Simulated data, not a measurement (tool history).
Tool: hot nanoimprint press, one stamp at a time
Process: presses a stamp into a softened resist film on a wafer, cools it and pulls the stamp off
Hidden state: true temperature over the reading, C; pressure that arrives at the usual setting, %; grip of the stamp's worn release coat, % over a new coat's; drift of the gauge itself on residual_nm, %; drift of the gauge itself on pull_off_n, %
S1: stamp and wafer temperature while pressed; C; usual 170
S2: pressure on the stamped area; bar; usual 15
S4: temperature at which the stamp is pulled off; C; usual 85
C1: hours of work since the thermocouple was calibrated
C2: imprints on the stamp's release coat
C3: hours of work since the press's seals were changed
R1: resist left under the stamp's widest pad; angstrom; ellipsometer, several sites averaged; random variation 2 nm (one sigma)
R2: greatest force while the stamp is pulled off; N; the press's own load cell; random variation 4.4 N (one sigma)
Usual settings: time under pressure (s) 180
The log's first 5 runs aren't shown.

run 6 day=1.504 | S1=170 S2=15 time_under_pressure_(s)=180 S4=88 | C1=447 C2=999 C3=308 | R1=3119 R2=232
run 7 day=1.738 | S1=170 S2=15 time_under_pressure_(s)=180 S4=88 | C1=452 C2=1027 C3=313 | R1=3073 R2=234
run 8 day=1.921 | S1=170 S2=15 time_under_pressure_(s)=180 S4=88 | C1=455 C2=1049 C3=316 | R1=3073 R2=243
-- day=2.075 plate thermocouple calibrated
run 9 day=2.354 | S1=170 S2=15 time_under_pressure_(s)=180 S4=88 | C1=5 C2=1085 C3=322 | R1=3067 R2=231
run 10 day=2.783 | S1=170 S2=15 time_under_pressure_(s)=134 S4=85 | C1=13 C2=1136 C3=329 | R1=3376 R2=259
run 11 day=3.217 | S1=170 S2=9.4 time_under_pressure_(s)=134 S4=85 | C1=21 C2=1188 C3=337 | R1=4172 R2=259
run 12 day=3.629 | S1=170 S2=15 time_under_pressure_(s)=180 S4=85 | C1=29 C2=1237 C3=345 | R1=3022 R2=259
run 13 day=3.812 | S1=170 S2=15 time_under_pressure_(s)=99 S4=85 | C1=32 C2=1259 C3=348 | R1=3695 R2=264
run 14 day=4.038 | S1=170 S2=12.3 time_under_pressure_(s)=99 S4=85 | C1=36 C2=1285 C3=352 | R1=4080 R2=258
-- day=4.238 plate thermocouple calibrated, once more
run 15 day=4.492 | S1=170 S2=15 time_under_pressure_(s)=180 S4=85 | C1=5 C2=1325 C3=358 | R1=3180 R2=267
run 16 day=4.771 | S1=181 S2=13.2 time_under_pressure_(s)=213 S4=83 | C1=10 C2=1358 C3=364 | R1=1695 R2=294
run 17 day=5.117 | S1=159 S2=9.7 time_under_pressure_(s)=180 S4=85 | C1=16 C2=1399 C3=370 | R1=6168 R2=273
run 18 day=5.421 | S1=159 S2=9.7 time_under_pressure_(s)=180 S4=88 | C1=22 C2=1435 C3=375 | R1=6148 R2=256
run 19 day=5.854 | S1=159 S2=9.7 time_under_pressure_(s)=180 S4=88 | C1=30 C2=1486 C3=383 | R1=6043 R2=259
run 20 day=6.121 | S1=159 S2=9.7 time_under_pressure_(s)=180 S4=88 | C1=35 C2=1518 C3=388 | R1=6046 R2=256
run 21 day=6.538 | S1=163 S2=15 time_under_pressure_(s)=180 S4=73 | C1=42 C2=1568 C3=396 | R1=4716 R2=381
run 22 day=6.738 | S1=163 S2=22.6 time_under_pressure_(s)=195 S4=73 | C1=46 C2=1592 C3=400 | R1=3872 R2=385
run 23 day=7.129 | S1=177 S2=17.5 time_under_pressure_(s)=200 S4=80 | C1=53 C2=1638 C3=407 | R1=1845 R2=325
run 24 day=7.367 | S1=177 S2=17.5 time_under_pressure_(s)=200 S4=80 | C1=57 C2=1666 C3=411 | R1=1860 R2=314
run 25 day=7.558 | S1=178 S2=9.7 time_under_pressure_(s)=154 S4=80 | C1=61 C2=1689 C3=415 | R1=2667 R2=328
run 26 day=7.767 | S1=170 S2=10.5 time_under_pressure_(s)=180 S4=85 | C1=65 C2=1714 C3=418 | R1=3758 R2=293
run 27 day=7.996 | S1=170 S2=9.9 time_under_pressure_(s)=180 S4=75 | C1=69 C2=1741 C3=423 | R1=3904 R2=365
-- day=8.471 stamp cleaned and given a new release coat
run 28 day=8.667 | S1=166 S2=9.9 time_under_pressure_(s)=180 S4=73 | C1=77 C2=23 C3=430 | R1=4746 R2=275
run 29 day=9.075 | S1=170 S2=13.7 time_under_pressure_(s)=221 S4=71 | C1=84 C2=72 C3=438 | R1=3099 R2=296
run 30 day=9.45 | S1=170 S2=12.4 time_under_pressure_(s)=103 S4=85 | C1=91 C2=116 C3=445 | R1=4127 R2=219

3 ways to go on from here, each from the tool as it stands after run 30. What would each give?
run A day=9.758 | S1=170 S2=15 time_under_pressure_(s)=237 S4=88 | C1=97 C2=153 C3=450 | R1=? R2=?
run B day=9.758 | S1=170 S2=9.6 time_under_pressure_(s)=185 S4=73 | C1=97 C2=153 C3=450 | R1=? R2=?
run C day=9.758 | S1=170 S2=19.8 time_under_pressure_(s)=103 S4=70 | C1=97 C2=153 C3=450 | R1=? R2=?

run=A R1=2869 R2=208
run=B R1=3919 R2=283
run=C R1=3317 R2=306
Without the tool's hidden state the same runs would have given:
run=A R1=2866 R2=203
run=B R1=3929 R2=275
run=C R1=3302 R2=298
